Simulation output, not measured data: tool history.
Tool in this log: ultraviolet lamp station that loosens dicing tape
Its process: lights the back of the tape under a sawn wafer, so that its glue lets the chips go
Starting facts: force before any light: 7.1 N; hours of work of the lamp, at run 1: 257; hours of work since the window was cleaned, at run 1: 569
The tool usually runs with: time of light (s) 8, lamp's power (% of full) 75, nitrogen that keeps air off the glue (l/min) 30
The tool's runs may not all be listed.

run,day,time of light (s),lamp's power (% of full),nitrogen that keeps air off the glue (l/min),hours of work of the lamp,hours of work since the window was cleaned,force that peels the tape off (N),light that reached the tape (mJ/cm²)
1,0,8,75,30,257,569,1.1,254
2,0.225,8,75,30,261,573,1.127,252
3,0.558,8,78,30,267,579,1.023,263
4,0.771,8,78,30,270,583,1.064,258
5,1.104,15,75,30,276,588,0.257,463
6,1.354,15,75,11,280,593,0.708,463
7,1.608,8,75,26,285,597,1.261,244
8,1.962,8,84,30,291,603,0.917,273
9,2.325,8,84,30,297,609,0.92,273
10,2.604,8,84,30,302,614,0.969,270
11,2.879,8,84,30,306,619,0.915,275
12,3.238,8,75,30,312,625,1.149,244
13,3.396,8,75,30,315,627,1.157,242
14,3.575,8,69,30,318,630,1.363,222
# day 3.767: window cleaned of glue's vapour
15,3.958,8,69,30,324,3,1.171,240
16,4.267,8,69,30,330,9,1.18,239
17,4.638,8,69,30,336,15,1.179,234
18,4.871,8,79,30,340,19,0.914,272
19,5.171,8,68,30,345,24,1.274,233
20,5.525,8,75,19,351,30,1.414,258
21,5.808,8,75,19,356,35,1.383,256
22,6.021,8,75,19,360,39,1.425,256
23,6.271,8,65,30,364,43,1.303,224
24,6.621,4,68,25,370,49,3.268,115
25,6.792,10,96,25,373,52,0.455,406
26,7.096,6,67,56,378,57,1.489,168
27,7.333,7,78,51,382,61,0.912,228
28,7.667,7,78,51,388,67,0.934,229
29,7.842,5,76,32,391,70,2.09,157
30,8.092,10,72,10,395,74,1.612,299

Expected results for the next run?
31,8.446,10,72,11,401,80,?,?

force that peels the tape off (N): 1.591
light that reached the tape (mJ/cm²): 298
Without the tool's hidden state the same run would have given force that peels the tape off (N) 1.118, light that reached the tape (mJ/cm²) 370.

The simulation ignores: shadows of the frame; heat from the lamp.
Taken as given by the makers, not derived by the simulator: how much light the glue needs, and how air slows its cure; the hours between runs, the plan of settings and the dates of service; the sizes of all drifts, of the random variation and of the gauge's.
